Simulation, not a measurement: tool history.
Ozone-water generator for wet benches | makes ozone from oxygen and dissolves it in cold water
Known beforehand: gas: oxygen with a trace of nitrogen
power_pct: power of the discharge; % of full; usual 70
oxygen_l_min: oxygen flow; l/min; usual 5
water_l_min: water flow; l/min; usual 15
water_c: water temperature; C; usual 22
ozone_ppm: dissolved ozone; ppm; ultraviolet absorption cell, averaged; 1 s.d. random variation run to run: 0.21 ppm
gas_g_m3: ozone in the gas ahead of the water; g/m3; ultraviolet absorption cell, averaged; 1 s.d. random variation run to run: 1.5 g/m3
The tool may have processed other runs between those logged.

run,hour,power_pct,oxygen_l_min,water_l_min,water_c,ozone_ppm,gas_g_m3
1,0,70,5,15,22,29.1,270.4
2,30.1,70,5,13,22,31.8,268.2
3,80.4,70,5,13,22,31.8,269.6
4,135.8,70,5,13,22,32,269.4
5,161.5,70,5,13,22,32.4,268.1
6,200.3,70,5,15,22,28.7,269.8
7,246.6,70,5,15,22,29.2,268.7
8,274.6,70,5,19,22,24.5,270.7
9,324.3,70,5,19,22,24,267.5
10,385.8,70,5,19,22,24.3,267.2
11,440.8,70,5,19,22,24.2,267.2
12,490.2,70,5,24,27,18.8,267.1
13,548.4,70,5,24,27,18.9,265.5
14,576.8,70,3.93,12,30,30.4,312.7
15,616.5,70,3.93,12,30,30.4,313.7
16,649.2,44,7.31,15,17,21.3,155.4

Predict the results of run 17:
17,701,60,4.56,13,17,?,?

Run 17 yielded ozone_ppm 32 ppm, gas_g_m3 257.6 g/m3.
Without the tool's hidden state the same run would have given ozone_ppm 34.3 ppm, gas_g_m3 264.6 g/m3.
